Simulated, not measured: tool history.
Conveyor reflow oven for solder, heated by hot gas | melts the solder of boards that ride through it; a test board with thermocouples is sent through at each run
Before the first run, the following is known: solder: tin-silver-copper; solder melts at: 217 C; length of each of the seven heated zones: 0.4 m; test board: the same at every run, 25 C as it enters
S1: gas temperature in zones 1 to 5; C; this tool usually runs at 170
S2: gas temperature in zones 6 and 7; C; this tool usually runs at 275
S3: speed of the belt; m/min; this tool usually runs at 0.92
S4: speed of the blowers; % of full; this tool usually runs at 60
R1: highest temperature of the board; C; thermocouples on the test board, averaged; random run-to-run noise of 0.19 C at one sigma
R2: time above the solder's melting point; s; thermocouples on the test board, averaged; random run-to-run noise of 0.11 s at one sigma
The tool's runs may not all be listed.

run 1 hour=0 | S1=170 S2=275 S3=0.92 S4=60 | R1=249.4 R2=35.5
run 2 hour=16 | S1=170 S2=275 S3=0.92 S4=60 | R1=249.4 R2=35.6
run 3 hour=32.8 | S1=171 S2=275 S3=0.92 S4=60 | R1=249.6 R2=35.8
run 4 hour=45.2 | S1=171 S2=275 S3=0.92 S4=60 | R1=249.5 R2=35.6
run 5 hour=62.8 | S1=170 S2=285 S3=0.92 S4=60 | R1=257.4 R2=39.7
run 6 hour=76.2 | S1=170 S2=275 S3=0.788 S4=60 | R1=255.1 R2=45.9
run 7 hour=88.8 | S1=170 S2=275 S3=0.92 S4=60 | R1=248.9 R2=35.3
run 8 hour=105.8 | S1=175 S2=275 S3=0.92 S4=60 | R1=249.8 R2=37.3
run 9 hour=114.2 | S1=170 S2=275 S3=0.92 S4=60 | R1=249 R2=35
run 10 hour=127.3 | S1=170 S2=275 S3=0.92 S4=60 | R1=249 R2=35.1
-- hour=134 flux residue cleaned out of gas plates and filters
run 11 hour=149.4 | S1=180 S2=275 S3=0.92 S4=60 | R1=250.7 R2=38.6
run 12 hour=156.9 | S1=180 S2=275 S3=0.92 S4=60 | R1=250.8 R2=38.6
run 13 hour=175.2 | S1=180 S2=275 S3=0.92 S4=60 | R1=250.8 R2=38.5
run 14 hour=193.5 | S1=180 S2=275 S3=0.92 S4=60 | R1=250.4 R2=38.1
run 15 hour=201.5 | S1=170 S2=275 S3=0.92 S4=60 | R1=248.3 R2=34.5
-- hour=210.3 flux residue cleaned out of gas plates and filters, once more
run 16 hour=224.7 | S1=156 S2=270 S3=0.92 S4=60 | R1=243.5 R2=29.1
run 17 hour=233.7 | S1=156 S2=270 S3=0.92 S4=60 | R1=243.3 R2=29.2
run 18 hour=249.4 | S1=171 S2=271 S3=0.92 S4=75 | R1=251.5 R2=38
run 19 hour=265.5 | S1=171 S2=271 S3=0.92 S4=75 | R1=251.6 R2=37.8
run 20 hour=277.3 | S1=171 S2=286 S3=0.784 S4=75 | R1=269.7 R2=53.7
run 21 hour=295.3 | S1=163 S2=277 S3=0.868 S4=84 | R1=259.2 R2=42.5
run 22 hour=303.6 | S1=170 S2=275 S3=1.014 S4=60 | R1=246.2 R2=30.1
run 23 hour=317.1 | S1=163 S2=275 S3=0.92 S4=66 | R1=250.6 R2=35.2
run 24 hour=331.9 | S1=163 S2=275 S3=0.92 S4=66 | R1=250.2 R2=34.9
run 25 hour=349.6 | S1=163 S2=275 S3=0.92 S4=66 | R1=250.5 R2=35
run 26 hour=359.7 | S1=165 S2=275 S3=0.76 S4=60 | R1=256.2 R2=47.1
run 27 hour=377 | S1=165 S2=275 S3=0.76 S4=60 | R1=255.9 R2=47.1
run 28 hour=393.1 | S1=165 S2=275 S3=0.76 S4=60 | R1=255.8 R2=47.4
run 29 hour=406.5 | S1=165 S2=275 S3=0.76 S4=60 | R1=255.6 R2=47.1
run 30 hour=422.7 | S1=161 S2=275 S3=0.989 S4=54 | R1=241.6 R2=25.9

Measured result minus the same run's result without the hidden state. Both carry the same run-to-run variation, though not necessarily the same gauge scatter:
Hidden state at play: heat that the gas passes to the board, % of a clean oven's; belt's true speed, % of the reading; true gas temperature in zones 6 and 7 over the reading, C; drift of the gauge itself on peak_c, C; drift of the gauge itself on liquid_s, %.
run=1 R1=-2.3 R2=-1.3
run=2 R1=-2.4 R2=-1.3
run=3 R1=-2.5 R2=-1.3
run=4 R1=-2.6 R2=-1.4
run=5 R1=-2.8 R2=-1.2
run=6 R1=-2.6 R2=-1.2
run=7 R1=-2.8 R2=-1.5
run=8 R1=-2.8 R2=-1.6
run=9 R1=-3 R2=-1.7
run=10 R1=-3 R2=-1.7
run=11 R1=-3.2 R2=-1.8
run=12 R1=-3.3 R2=-1.8
run=13 R1=-3.4 R2=-1.8
run=14 R1=-3.5 R2=-1.9
run=15 R1=-3.7 R2=-2.2
run=16 R1=-1.2 R2=-0.5
run=17 R1=-1.3 R2=-0.6
run=18 R1=-1.4 R2=-0.4
run=19 R1=-1.5 R2=-0.5
run=20 R1=-1.7 R2=-0.2
run=21 R1=-1.8 R2=-0.5
run=22 R1=-1.6 R2=-0.7
run=23 R1=-1.7 R2=-0.8
run=24 R1=-1.9 R2=-0.8
run=25 R1=-2 R2=-0.8
run=26 R1=-1.9 R2=-0.8
run=27 R1=-2 R2=-0.8
run=28 R1=-2.1 R2=-0.8
run=29 R1=-2.2 R2=-0.9
run=30 R1=-2.3 R2=-1.3
